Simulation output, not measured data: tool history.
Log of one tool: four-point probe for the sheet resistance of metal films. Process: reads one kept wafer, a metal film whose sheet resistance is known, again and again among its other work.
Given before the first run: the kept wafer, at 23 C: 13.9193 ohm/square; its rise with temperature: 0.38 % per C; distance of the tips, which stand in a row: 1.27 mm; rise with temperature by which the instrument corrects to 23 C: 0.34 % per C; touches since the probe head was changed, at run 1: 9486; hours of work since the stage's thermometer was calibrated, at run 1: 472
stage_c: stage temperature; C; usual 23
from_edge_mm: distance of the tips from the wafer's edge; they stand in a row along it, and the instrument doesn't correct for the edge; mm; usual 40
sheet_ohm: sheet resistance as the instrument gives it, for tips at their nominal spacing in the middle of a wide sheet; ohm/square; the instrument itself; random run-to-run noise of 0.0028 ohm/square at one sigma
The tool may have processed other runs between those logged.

run	day	stage_c	from_edge_mm	touches since the probe head was changed	hours of work since the stage's thermometer was calibrated	sheet_ohm
1	0.000	23	40	9486	472	13.897162
2	0.375	23	40	9768	479	13.893514
3	0.858	23	70	10129	488	13.883850
4	1.500	23	70	10609	499	13.892485
5	2.183	23	70	11123	511	13.885806
6	2.892	32	40	11654	523	13.935482
7	3.542	32	40	12140	535	13.937343
8	3.929	32	40	12430	542	13.936818
9	4.529	32	40	12880	552	13.934159
10	4.983	23	40	13220	560	13.889557
11	5.504	23	10	13611	569	14.003296
12	5.958	23	40	13950	577	13.893845
13	6.621	23	40	14448	589	13.886294
14	7.067	24	40	14780	597	13.894062
15	7.650	29	40	15219	607	13.920113
16	7.975	29	40	15461	613	13.921867
17	8.471	29	40	15834	621	13.916494
18	8.783	29	40	16067	627	13.918608
19	9.392	29	40	16522	638	13.911218
20	9.900	23	40	16904	647	13.888793
21	10.396	23	57	17276	655	13.882372
22	10.704	19	40	17507	661	13.861431
23	11.338	26	28	17983	672	13.910785
24	12.088	26	28	18544	685	13.905942
25	12.421	34	29	18794	691	13.945570
26	13.058	34	29	19271	702	13.948202
27	13.412	18	4	19537	708	14.560646
28	13.888	18	4	19893	717	14.555881
29	14.371	18	4	20254	725	14.559534
30	14.950	18	4	20687	735	14.557465
31	15.283	18	4	20938	741	14.557176
32	15.638	18	4	21205	748	14.559214
33	16.392	23	27	21770	761	13.894223
34	16.917	21	18	22162	770	13.900645
35	17.267	21	18	22426	776	13.893570
36	17.696	23	19	22745	784	13.907756
37	18.350	19	15	23236	795	13.908535
38	18.908	26	6	23654	805	14.218488
39	19.442	28	33	24055	815	13.907729
40	19.904	25	5	24403	823	14.344571
41	20.342	25	5	24729	830	14.346551
42	20.862	25	5	25121	840	14.349134

Forecast each of these 3 alternatives for the next run:
A	21.433	28	10	25548	850	?
B	21.433	29	5	25548	850	?
C	21.433	25	52	25548	850	?

run	sheet_ohm
A	14.013788
B	14.371731
C	13.887078
The same runs, with their run-to-run variation unchanged, on a tool lacking any hidden condition would have given:
run	sheet_ohm
A	14.062759
B	14.421823
C	13.935814
